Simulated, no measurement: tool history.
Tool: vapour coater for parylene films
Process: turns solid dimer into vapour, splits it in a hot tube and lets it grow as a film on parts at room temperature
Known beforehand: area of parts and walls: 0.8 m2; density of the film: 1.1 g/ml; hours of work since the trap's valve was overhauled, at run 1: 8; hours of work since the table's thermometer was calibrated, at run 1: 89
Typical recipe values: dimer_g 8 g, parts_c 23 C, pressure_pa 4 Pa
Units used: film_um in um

run,hour,dimer_g,parts_c,pressure_pa,hours of work since the trap's valve was overhauled,hours of work since the table's thermometer was calibrated,film_um
1,0,8,23,4,8,89,6.88
2,15.5,8,23,4,16,97,6.83
3,36.2,8,23,4,26,107,6.93
4,62.7,8,23,4,39,120,6.85
5,80.9,8,23,4,48,129,6.89
6,101.2,8,23,4,57,138,6.83
7,126.1,8,19,4,70,151,7.39
8,138.6,8,19,4,76,157,7.53
9,167.3,8,23,7.14,90,171,6.2
10,186,3,23,4.96,99,180,2.46
11,210.4,3,23,4.96,110,191,2.47
12,225.5,3,23,4.96,118,199,2.43
13,247,3,23,4.96,128,209,2.4
14,265.6,8,23,2.89,137,218,7.03
15,284.2,10,16,2.55,146,227,10.47
16,305.3,3,20,4.69,156,237,2.61
17,326.6,3,20,4.69,167,248,2.6
18,350,3,32,11.49,178,259,1.76

5 options for the next run, each taken on its own from the tool as it stands now. Forecast them:
A,367.2,5,20,4,186,267,?
B,367.2,6,23,4,186,267,?
C,367.2,14,23,7.36,186,267,?
D,367.2,4,26,11.49,186,267,?
E,367.2,3,33,11.49,186,267,?

run,film_um
A,4.46
B,5.01
C,10.65
D,2.62
E,1.67
Without the tool's unlogged condition, the same runs would have read:
run,film_um
A,4.61
B,5.18
C,11.01
D,2.71
E,1.73

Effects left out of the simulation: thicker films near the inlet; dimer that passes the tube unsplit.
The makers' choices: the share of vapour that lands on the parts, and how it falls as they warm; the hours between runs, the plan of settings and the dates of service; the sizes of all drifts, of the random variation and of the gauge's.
